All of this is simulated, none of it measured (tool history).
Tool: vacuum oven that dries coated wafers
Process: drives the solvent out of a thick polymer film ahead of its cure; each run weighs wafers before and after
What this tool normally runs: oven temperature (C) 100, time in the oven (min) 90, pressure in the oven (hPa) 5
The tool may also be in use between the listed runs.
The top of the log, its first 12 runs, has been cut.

{"run": 13, "hour": 172.0, "oven temperature (C)": 100, "time in the oven (min)": 109, "pressure in the oven (hPa)": 5, "solvent left in the film (%)": 2.96}
{"run": 14, "hour": 187.9, "oven temperature (C)": 100, "time in the oven (min)": 109, "pressure in the oven (hPa)": 4.66, "solvent left in the film (%)": 2.94}
{"run": 15, "hour": 197.6, "oven temperature (C)": 100, "time in the oven (min)": 109, "pressure in the oven (hPa)": 4.66, "solvent left in the film (%)": 2.87}
{"run": 16, "hour": 216.4, "oven temperature (C)": 100, "time in the oven (min)": 109, "pressure in the oven (hPa)": 4.66, "solvent left in the film (%)": 2.95}
{"run": 17, "hour": 232.1, "oven temperature (C)": 100, "time in the oven (min)": 109, "pressure in the oven (hPa)": 4.66, "solvent left in the film (%)": 2.9}
{"run": 18, "hour": 245.6, "oven temperature (C)": 100, "time in the oven (min)": 109, "pressure in the oven (hPa)": 4.66, "solvent left in the film (%)": 2.92}
{"run": 19, "hour": 262.8, "oven temperature (C)": 100, "time in the oven (min)": 109, "pressure in the oven (hPa)": 4.66, "solvent left in the film (%)": 2.95}
{"hour": 266.2, "done": "oven's thermocouples calibrated"}
{"run": 20, "hour": 282.0, "oven temperature (C)": 86, "time in the oven (min)": 90, "pressure in the oven (hPa)": 5, "solvent left in the film (%)": 8.04}
{"run": 21, "hour": 294.1, "oven temperature (C)": 86, "time in the oven (min)": 90, "pressure in the oven (hPa)": 5, "solvent left in the film (%)": 8.05}
{"run": 22, "hour": 306.5, "oven temperature (C)": 100, "time in the oven (min)": 90, "pressure in the oven (hPa)": 16.42, "solvent left in the film (%)": 5.41}
{"run": 23, "hour": 317.2, "oven temperature (C)": 92, "time in the oven (min)": 90, "pressure in the oven (hPa)": 16.42, "solvent left in the film (%)": 7.86}
{"run": 24, "hour": 337.1, "oven temperature (C)": 108, "time in the oven (min)": 90, "pressure in the oven (hPa)": 5, "solvent left in the film (%)": 2.34}
{"run": 25, "hour": 354.0, "oven temperature (C)": 87, "time in the oven (min)": 90, "pressure in the oven (hPa)": 2.65, "solvent left in the film (%)": 7.36}
{"run": 26, "hour": 367.0, "oven temperature (C)": 105, "time in the oven (min)": 56, "pressure in the oven (hPa)": 11.79, "solvent left in the film (%)": 6.41}
{"hour": 387.6, "done": "oven's thermocouples calibrated, once more"}
{"run": 27, "hour": 388.2, "oven temperature (C)": 97, "time in the oven (min)": 56, "pressure in the oven (hPa)": 11.79, "solvent left in the film (%)": 8.71}

For run 28, what comes out?
{"run": 28, "hour": 403.2, "oven temperature (C)": 88, "time in the oven (min)": 68, "pressure in the oven (hPa)": 18.8, "solvent left in the film (%)": "?"}

{"run 28": {"solvent left in the film (%)": 11.34}}
Take away the tool's hidden state, keep the run-to-run variation as it was, and the same run would have given solvent left in the film (%) 11.11.

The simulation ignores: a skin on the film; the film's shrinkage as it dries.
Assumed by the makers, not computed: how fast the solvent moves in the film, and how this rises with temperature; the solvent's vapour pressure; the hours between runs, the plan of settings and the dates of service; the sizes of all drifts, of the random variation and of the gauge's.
